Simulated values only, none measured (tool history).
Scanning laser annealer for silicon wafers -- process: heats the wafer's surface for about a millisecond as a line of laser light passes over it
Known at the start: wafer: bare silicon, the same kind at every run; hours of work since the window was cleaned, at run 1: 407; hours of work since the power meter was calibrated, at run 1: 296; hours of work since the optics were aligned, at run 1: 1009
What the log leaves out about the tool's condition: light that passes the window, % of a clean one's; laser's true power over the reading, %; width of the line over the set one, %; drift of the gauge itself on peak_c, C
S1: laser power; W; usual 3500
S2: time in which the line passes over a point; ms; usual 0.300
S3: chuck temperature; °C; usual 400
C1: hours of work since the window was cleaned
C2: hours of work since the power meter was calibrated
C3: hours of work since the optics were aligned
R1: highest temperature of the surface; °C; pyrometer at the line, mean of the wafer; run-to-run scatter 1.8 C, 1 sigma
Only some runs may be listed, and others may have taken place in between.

| run | hour | S1 | S2 | S3 | C1 | C2 | C3 | R1 |
|---|---|---|---|---|---|---|---|---|
| 1 | 0.0 | 3500 | 0.300 | 400 | 407 | 296 | 1009 | 1204 |
| 2 | 20.2 | 3500 | 0.300 | 400 | 417 | 306 | 1019 | 1204 |
| 3 | 31.9 | 3500 | 0.261 | 400 | 423 | 312 | 1024 | 1158 |
| 4 | 54.7 | 3500 | 0.261 | 396 | 434 | 323 | 1036 | 1148 |
| 5 | 69.6 | 3500 | 0.261 | 396 | 441 | 331 | 1043 | 1150 |
| 6 | 81.2 | 3500 | 0.356 | 400 | 447 | 336 | 1049 | 1265 |
| 7 | 99.1 | 3500 | 0.356 | 400 | 456 | 345 | 1057 | 1262 |
| 8 | 122.5 | 3500 | 0.356 | 400 | 468 | 357 | 1069 | 1262 |
| 9 | 145.0 | 3500 | 0.356 | 400 | 479 | 368 | 1080 | 1260 |
| 10 | 168.3 | 3500 | 0.356 | 424 | 490 | 379 | 1092 | 1284 |
| 11 | 185.8 | 3500 | 0.356 | 424 | 499 | 388 | 1100 | 1288 |
| 12 | 201.2 | 3500 | 0.300 | 427 | 506 | 396 | 1108 | 1230 |
| 13 | 222.0 | 3500 | 0.300 | 400 | 517 | 406 | 1118 | 1203 |
| 14 | 244.1 | 3500 | 0.300 | 400 | 528 | 417 | 1129 | 1197 |
| 15 | 263.9 | 3500 | 0.230 | 400 | 537 | 427 | 1139 | 1115 |
| 16 | 287.3 | 3500 | 0.230 | 400 | 549 | 438 | 1150 | 1113 |
| 17 | 302.1 | 3500 | 0.230 | 400 | 556 | 445 | 1158 | 1113 |
|  | 305.9 | window over the wafer cleaned |
| 18 | 314.7 | 3500 | 0.230 | 400 | 4 | 451 | 1163 | 1117 |
| 19 | 330.2 | 3500 | 0.230 | 400 | 12 | 458 | 1170 | 1117 |
| 20 | 342.4 | 3500 | 0.230 | 365 | 18 | 464 | 1177 | 1078 |
| 21 | 366.0 | 3500 | 0.341 | 400 | 30 | 476 | 1188 | 1250 |
| 22 | 381.0 | 3732 | 0.284 | 434 | 37 | 483 | 1196 | 1270 |
| 23 | 393.8 | 3500 | 0.264 | 391 | 43 | 490 | 1202 | 1150 |
| 24 | 404.5 | 3025 | 0.270 | 380 | 49 | 495 | 1207 | 1045 |
| 25 | 423.5 | 3025 | 0.243 | 380 | 58 | 504 | 1217 | 1012 |
| 26 | 433.3 | 3500 | 0.212 | 394 | 63 | 509 | 1221 | 1084 |
| 27 | 444.7 | 3500 | 0.212 | 394 | 68 | 515 | 1227 | 1085 |
| 28 | 460.1 | 3500 | 0.212 | 426 | 76 | 522 | 1235 | 1118 |
| 29 | 478.0 | 3352 | 0.339 | 437 | 85 | 531 | 1243 | 1246 |
| 30 | 494.8 | 3352 | 0.271 | 437 | 93 | 540 | 1252 | 1173 |
| 31 | 512.0 | 3352 | 0.271 | 437 | 102 | 548 | 1260 | 1169 |
|  | 521.5 | optics aligned, line set to its width |
| 32 | 537.2 | 3352 | 0.271 | 437 | 112 | 558 | 8 | 1174 |
| 33 | 551.6 | 3505 | 0.300 | 400 | 119 | 565 | 15 | 1197 |
| 34 | 570.0 | 3281 | 0.344 | 399 | 128 | 574 | 24 | 1196 |
| 35 | 580.9 | 3676 | 0.302 | 408 | 133 | 580 | 29 | 1252 |
| 36 | 599.5 | 3652 | 0.360 | 392 | 142 | 589 | 38 | 1301 |
| 37 | 611.6 | 3319 | 0.215 | 433 | 148 | 595 | 44 | 1091 |
| 38 | 624.6 | 3550 | 0.240 | 434 | 155 | 601 | 51 | 1169 |
| 39 | 637.0 | 3550 | 0.240 | 389 | 161 | 607 | 57 | 1129 |
| 40 | 653.2 | 3159 | 0.240 | 412 | 169 | 615 | 65 | 1067 |

Below are 3 alternative next runs, each starting from the tool's condition after run 40. Predict each:
| A | 675.3 | 3123 | 0.374 | 369 | 180 | 626 | 76 | ? |
| B | 675.3 | 3269 | 0.335 | 434 | 180 | 626 | 76 | ? |
| C | 675.3 | 3560 | 0.335 | 400 | 180 | 626 | 76 | ? |

| run | R1 |
|---|---|
| A | 1157 |
| B | 1217 |
| C | 1254 |
Take away the tool's hidden state, keep each run's random variation, and the runs would have read:
| run | R1 |
|---|---|
| A | 1157 |
| B | 1217 |
| C | 1254 |
